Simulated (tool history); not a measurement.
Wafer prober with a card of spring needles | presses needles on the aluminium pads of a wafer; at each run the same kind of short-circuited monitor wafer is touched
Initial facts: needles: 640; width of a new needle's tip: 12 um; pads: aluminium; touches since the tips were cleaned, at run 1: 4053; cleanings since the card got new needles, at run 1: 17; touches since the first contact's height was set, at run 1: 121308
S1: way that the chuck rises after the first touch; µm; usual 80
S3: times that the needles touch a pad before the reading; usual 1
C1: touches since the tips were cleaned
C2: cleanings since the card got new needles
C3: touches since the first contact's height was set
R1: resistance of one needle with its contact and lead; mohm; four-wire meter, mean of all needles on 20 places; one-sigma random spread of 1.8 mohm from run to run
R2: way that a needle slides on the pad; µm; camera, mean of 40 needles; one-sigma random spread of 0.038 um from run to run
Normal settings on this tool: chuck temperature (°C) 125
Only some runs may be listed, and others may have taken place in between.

run 1 hour=0.0 | S1=80 chuck_temperature_(°C)=125 S3=1 | C1=4053 C2=17 C3=121308 | R1=260 R2=18.76
-- hour=5.3 tips cleaned on abrasive film
-- hour=18.3 tips cleaned on abrasive film
-- hour=25.3 height of the first contact set anew
-- hour=32.1 tips cleaned on abrasive film
run 2 hour=32.9 | S1=80 chuck_temperature_(°C)=125 S3=1 | C1=391 C2=20 C3=3568 | R1=199 R2=19.14
-- hour=46.6 tips cleaned on abrasive film
-- hour=59.6 tips cleaned on abrasive film
run 3 hour=64.3 | S1=80 chuck_temperature_(°C)=125 S3=1 | C1=2224 C2=22 C3=18272 | R1=240 R2=19.01
-- hour=74.4 tips cleaned on abrasive film
-- hour=86.9 tips cleaned on abrasive film
-- hour=100.9 tips cleaned on abrasive film
run 4 hour=104.3 | S1=80 chuck_temperature_(°C)=125 S3=1 | C1=1615 C2=25 C3=37068 | R1=232 R2=18.99
-- hour=115.4 tips cleaned on abrasive film
-- hour=128.9 tips cleaned on abrasive film
-- hour=141.9 tips cleaned on abrasive film
run 5 hour=142.1 | S1=80 chuck_temperature_(°C)=125 S3=1 | C1=91 C2=28 C3=54766 | R1=196 R2=18.91
-- hour=156.3 tips cleaned on abrasive film
-- hour=168.6 tips cleaned on abrasive film
run 6 hour=173.7 | S1=80 chuck_temperature_(°C)=125 S3=1 | C1=2418 C2=30 C3=69636 | R1=245 R2=18.80
-- hour=181.8 tips cleaned on abrasive film
-- hour=194.2 tips cleaned on abrasive film
-- hour=209.0 tips cleaned on abrasive film
run 7 hour=210.5 | S1=70 chuck_temperature_(°C)=102 S3=2 | C1=700 C2=33 C3=86852 | R1=199 R2=16.47
-- hour=222.4 tips cleaned on abrasive film
run 8 hour=232.5 | S1=72 chuck_temperature_(°C)=30 S3=2 | C1=4748 C2=34 C3=97206 | R1=209 R2=16.89
-- hour=235.6 tips cleaned on abrasive film
-- hour=249.9 tips cleaned on abrasive film
run 9 hour=255.1 | S1=96 chuck_temperature_(°C)=32 S3=1 | C1=2437 C2=36 C3=107786 | R1=216 R2=22.61
-- hour=262.7 tips cleaned on abrasive film
-- hour=275.7 tips cleaned on abrasive film
-- hour=289.7 tips cleaned on abrasive film
run 10 hour=291.9 | S1=64 chuck_temperature_(°C)=60 S3=2 | C1=1029 C2=39 C3=125033 | R1=193 R2=14.89
-- hour=302.5 tips cleaned on abrasive film
-- hour=312.1 height of the first contact set anew
-- hour=316.9 tips cleaned on abrasive film
run 11 hour=319.2 | S1=91 chuck_temperature_(°C)=41 S3=1 | C1=1091 C2=41 C3=3304 | R1=212 R2=21.74

Run 12 comes next. What will it give?
-- hour=330.0 tips cleaned on abrasive film
-- hour=343.7 tips cleaned on abrasive film
-- hour=357.3 tips cleaned on abrasive film
run 12 hour=359.8 | S1=91 chuck_temperature_(°C)=41 S3=1 | C1=1187 C2=44 C3=22350 | R1=? R2=?

For run 12 the tool returned R1 208 mohm, R2 21.52 µm.
Were there no unlogged condition in the tool, this run, its random variation unchanged, would have produced R1 167 mohm, R2 21.59 µm.
